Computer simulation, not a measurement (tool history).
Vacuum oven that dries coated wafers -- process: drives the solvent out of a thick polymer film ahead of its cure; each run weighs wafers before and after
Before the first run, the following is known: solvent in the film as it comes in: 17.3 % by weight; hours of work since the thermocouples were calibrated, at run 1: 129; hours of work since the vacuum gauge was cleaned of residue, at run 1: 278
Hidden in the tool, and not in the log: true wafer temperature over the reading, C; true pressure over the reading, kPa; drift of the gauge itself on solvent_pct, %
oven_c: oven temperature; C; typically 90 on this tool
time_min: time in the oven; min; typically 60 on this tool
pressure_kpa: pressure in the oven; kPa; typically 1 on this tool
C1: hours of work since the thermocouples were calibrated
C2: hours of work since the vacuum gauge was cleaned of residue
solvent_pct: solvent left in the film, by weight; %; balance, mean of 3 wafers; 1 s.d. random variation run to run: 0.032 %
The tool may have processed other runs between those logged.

{"run": 1, "hour": 0.0, "oven_c": 90, "time_min": 60, "pressure_kpa": 1, "C1": 129, "C2": 278, "solvent_pct": 1.13}
{"run": 2, "hour": 11.0, "oven_c": 90, "time_min": 60, "pressure_kpa": 1, "C1": 137, "C2": 286, "solvent_pct": 1.04}
{"run": 3, "hour": 23.5, "oven_c": 90, "time_min": 60, "pressure_kpa": 1.4, "C1": 146, "C2": 294, "solvent_pct": 1.14}
{"run": 4, "hour": 33.1, "oven_c": 90, "time_min": 60, "pressure_kpa": 1.4, "C1": 153, "C2": 301, "solvent_pct": 1.11}
{"run": 5, "hour": 45.4, "oven_c": 90, "time_min": 60, "pressure_kpa": 1, "C1": 162, "C2": 310, "solvent_pct": 1.05}
{"run": 6, "hour": 58.0, "oven_c": 90, "time_min": 60, "pressure_kpa": 1, "C1": 170, "C2": 319, "solvent_pct": 1.06}
{"run": 7, "hour": 64.4, "oven_c": 90, "time_min": 60, "pressure_kpa": 1, "C1": 175, "C2": 323, "solvent_pct": 1.09}
{"run": 8, "hour": 70.9, "oven_c": 90, "time_min": 60, "pressure_kpa": 1, "C1": 180, "C2": 328, "solvent_pct": 1.1}
{"run": 9, "hour": 80.2, "oven_c": 82, "time_min": 60, "pressure_kpa": 1, "C1": 186, "C2": 335, "solvent_pct": 2.54}
{"run": 10, "hour": 88.0, "oven_c": 90, "time_min": 108, "pressure_kpa": 1, "C1": 192, "C2": 340, "solvent_pct": 0.37}
{"run": 11, "hour": 100.0, "oven_c": 90, "time_min": 108, "pressure_kpa": 1, "C1": 200, "C2": 348, "solvent_pct": 0.38}
{"run": 12, "hour": 111.4, "oven_c": 90, "time_min": 60, "pressure_kpa": 1, "C1": 208, "C2": 357, "solvent_pct": 1.09}
{"run": 13, "hour": 117.3, "oven_c": 90, "time_min": 60, "pressure_kpa": 1, "C1": 212, "C2": 361, "solvent_pct": 1.04}
{"run": 14, "hour": 131.6, "oven_c": 90, "time_min": 60, "pressure_kpa": 1, "C1": 222, "C2": 371, "solvent_pct": 1.09}
{"run": 15, "hour": 139.0, "oven_c": 90, "time_min": 60, "pressure_kpa": 1.28, "C1": 228, "C2": 376, "solvent_pct": 1.16}
{"run": 16, "hour": 152.4, "oven_c": 90, "time_min": 60, "pressure_kpa": 1.28, "C1": 237, "C2": 386, "solvent_pct": 1.13}
{"run": 17, "hour": 166.4, "oven_c": 90, "time_min": 60, "pressure_kpa": 1.28, "C1": 247, "C2": 395, "solvent_pct": 1.14}
{"run": 18, "hour": 175.5, "oven_c": 90, "time_min": 60, "pressure_kpa": 3.1, "C1": 253, "C2": 402, "solvent_pct": 1.54}
{"run": 19, "hour": 184.8, "oven_c": 90, "time_min": 60, "pressure_kpa": 3.1, "C1": 260, "C2": 408, "solvent_pct": 1.57}
{"run": 20, "hour": 190.7, "oven_c": 90, "time_min": 60, "pressure_kpa": 1, "C1": 264, "C2": 413, "solvent_pct": 1.13}
{"run": 21, "hour": 201.4, "oven_c": 90, "time_min": 60, "pressure_kpa": 1, "C1": 272, "C2": 420, "solvent_pct": 1.13}
{"run": 22, "hour": 208.6, "oven_c": 90, "time_min": 60, "pressure_kpa": 1, "C1": 277, "C2": 425, "solvent_pct": 1.1}
{"run": 23, "hour": 220.0, "oven_c": 90, "time_min": 60, "pressure_kpa": 1, "C1": 285, "C2": 433, "solvent_pct": 1.05}
{"run": 24, "hour": 231.0, "oven_c": 102, "time_min": 42, "pressure_kpa": 0.77, "C1": 293, "C2": 441, "solvent_pct": 0.52}
{"run": 25, "hour": 238.5, "oven_c": 89, "time_min": 40, "pressure_kpa": 0.9, "C1": 298, "C2": 446, "solvent_pct": 2.58}
{"run": 26, "hour": 248.2, "oven_c": 78, "time_min": 67, "pressure_kpa": 2.16, "C1": 305, "C2": 453, "solvent_pct": 3.45}
{"run": 27, "hour": 261.0, "oven_c": 91, "time_min": 60, "pressure_kpa": 2.61, "C1": 314, "C2": 462, "solvent_pct": 1.32}
{"run": 28, "hour": 269.7, "oven_c": 91, "time_min": 60, "pressure_kpa": 2.61, "C1": 320, "C2": 468, "solvent_pct": 1.4}
{"run": 29, "hour": 282.6, "oven_c": 96, "time_min": 54, "pressure_kpa": 2.44, "C1": 329, "C2": 478, "solvent_pct": 0.92}
{"run": 30, "hour": 295.8, "oven_c": 76, "time_min": 32, "pressure_kpa": 1, "C1": 338, "C2": 487, "solvent_pct": 7.25}
{"run": 31, "hour": 304.8, "oven_c": 85, "time_min": 52, "pressure_kpa": 1, "C1": 345, "C2": 493, "solvent_pct": 2.49}
{"run": 32, "hour": 315.1, "oven_c": 85, "time_min": 52, "pressure_kpa": 1, "C1": 352, "C2": 500, "solvent_pct": 2.46}
{"run": 33, "hour": 328.9, "oven_c": 85, "time_min": 52, "pressure_kpa": 1, "C1": 362, "C2": 510, "solvent_pct": 2.43}
{"run": 34, "hour": 337.3, "oven_c": 96, "time_min": 65, "pressure_kpa": 0.64, "C1": 368, "C2": 516, "solvent_pct": 0.4}
{"run": 35, "hour": 351.3, "oven_c": 96, "time_min": 65, "pressure_kpa": 0.64, "C1": 378, "C2": 526, "solvent_pct": 0.42}
{"run": 36, "hour": 361.9, "oven_c": 94, "time_min": 60, "pressure_kpa": 1.06, "C1": 385, "C2": 534, "solvent_pct": 0.69}
{"run": 37, "hour": 375.2, "oven_c": 80, "time_min": 60, "pressure_kpa": 1, "C1": 395, "C2": 543, "solvent_pct": 3.11}
{"run": 38, "hour": 386.3, "oven_c": 80, "time_min": 60, "pressure_kpa": 1, "C1": 402, "C2": 551, "solvent_pct": 3.12}
{"run": 39, "hour": 393.0, "oven_c": 90, "time_min": 31, "pressure_kpa": 1, "C1": 407, "C2": 556, "solvent_pct": 3.56}
{"run": 40, "hour": 399.4, "oven_c": 78, "time_min": 60, "pressure_kpa": 2, "C1": 412, "C2": 560, "solvent_pct": 3.99}
{"run": 41, "hour": 412.3, "oven_c": 78, "time_min": 60, "pressure_kpa": 2, "C1": 421, "C2": 569, "solvent_pct": 3.94}
{"run": 42, "hour": 418.7, "oven_c": 78, "time_min": 44, "pressure_kpa": 2, "C1": 425, "C2": 574, "solvent_pct": 5.4}
{"run": 43, "hour": 431.1, "oven_c": 78, "time_min": 100, "pressure_kpa": 0.6, "C1": 434, "C2": 582, "solvent_pct": 1.5}
{"run": 44, "hour": 441.4, "oven_c": 78, "time_min": 100, "pressure_kpa": 0.96, "C1": 441, "C2": 590, "solvent_pct": 1.67}
{"run": 45, "hour": 448.0, "oven_c": 78, "time_min": 53, "pressure_kpa": 0.96, "C1": 446, "C2": 594, "solvent_pct": 4.26}
{"run": 46, "hour": 456.5, "oven_c": 78, "time_min": 53, "pressure_kpa": 0.96, "C1": 452, "C2": 600, "solvent_pct": 4.17}

Forecast each of these 4 alternatives for the next run:
{"run": "A", "hour": 464.9, "oven_c": 81, "time_min": 53, "pressure_kpa": 0.96, "C1": 458, "C2": 606, "solvent_pct": "?"}
{"run": "B", "hour": 464.9, "oven_c": 90, "time_min": 60, "pressure_kpa": 1.3, "C1": 458, "C2": 606, "solvent_pct": "?"}
{"run": "C", "hour": 464.9, "oven_c": 95, "time_min": 60, "pressure_kpa": 1.66, "C1": 458, "C2": 606, "solvent_pct": "?"}
{"run": "D", "hour": 464.9, "oven_c": 104, "time_min": 60, "pressure_kpa": 0.53, "C1": 458, "C2": 606, "solvent_pct": "?"}

run=A solvent_pct=3.44
run=B solvent_pct=1.27
run=C solvent_pct=0.75
run=D solvent_pct=0.18
With the hidden condition removed and each run's random variation left untouched, the same runs would have given:
run=A solvent_pct=3.13
run=B solvent_pct=1.09
run=C solvent_pct=0.64
run=D solvent_pct=0.13
